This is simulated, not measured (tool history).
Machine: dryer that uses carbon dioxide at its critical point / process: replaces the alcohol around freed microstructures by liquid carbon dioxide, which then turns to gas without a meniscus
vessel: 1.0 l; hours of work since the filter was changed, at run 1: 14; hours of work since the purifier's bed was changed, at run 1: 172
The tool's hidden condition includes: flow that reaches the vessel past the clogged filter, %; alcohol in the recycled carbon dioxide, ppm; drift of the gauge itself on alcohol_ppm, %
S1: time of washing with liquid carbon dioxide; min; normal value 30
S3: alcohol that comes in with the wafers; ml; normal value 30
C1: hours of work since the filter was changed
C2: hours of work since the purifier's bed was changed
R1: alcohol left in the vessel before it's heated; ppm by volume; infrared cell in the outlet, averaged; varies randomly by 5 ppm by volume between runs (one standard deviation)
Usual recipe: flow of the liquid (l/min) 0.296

run 1 day=0 | S1=30 flow_of_the_liquid_(l/min)=0.296 S3=30 | C1=14 C2=172 | R1=98
run 2 day=0.838 | S1=30 flow_of_the_liquid_(l/min)=0.296 S3=30 | C1=29 C2=186 | R1=106
run 3 day=2.267 | S1=33 flow_of_the_liquid_(l/min)=0.296 S3=30 | C1=54 C2=211 | R1=112
run 4 day=3.579 | S1=33 flow_of_the_liquid_(l/min)=0.296 S3=30 | C1=76 C2=234 | R1=127
run 5 day=4.946 | S1=33 flow_of_the_liquid_(l/min)=0.296 S3=30 | C1=100 C2=257 | R1=127
run 6 day=6.283 | S1=33 flow_of_the_liquid_(l/min)=0.296 S3=30 | C1=123 C2=281 | R1=137
run 7 day=7.354 | S1=33 flow_of_the_liquid_(l/min)=0.296 S3=93 | C1=142 C2=299 | R1=172
run 8 day=8.358 | S1=30 flow_of_the_liquid_(l/min)=0.289 S3=30 | C1=160 C2=317 | R1=171

Run 9 is up next; what results do you expect?
run 9 day=8.967 | S1=30 flow_of_the_liquid_(l/min)=0.289 S3=30 | C1=170 C2=327 | R1=?

R1: 178 ppm by volume
Were there no unlogged condition in the tool, this run, its random variation unchanged, would have produced R1 29 ppm by volume.
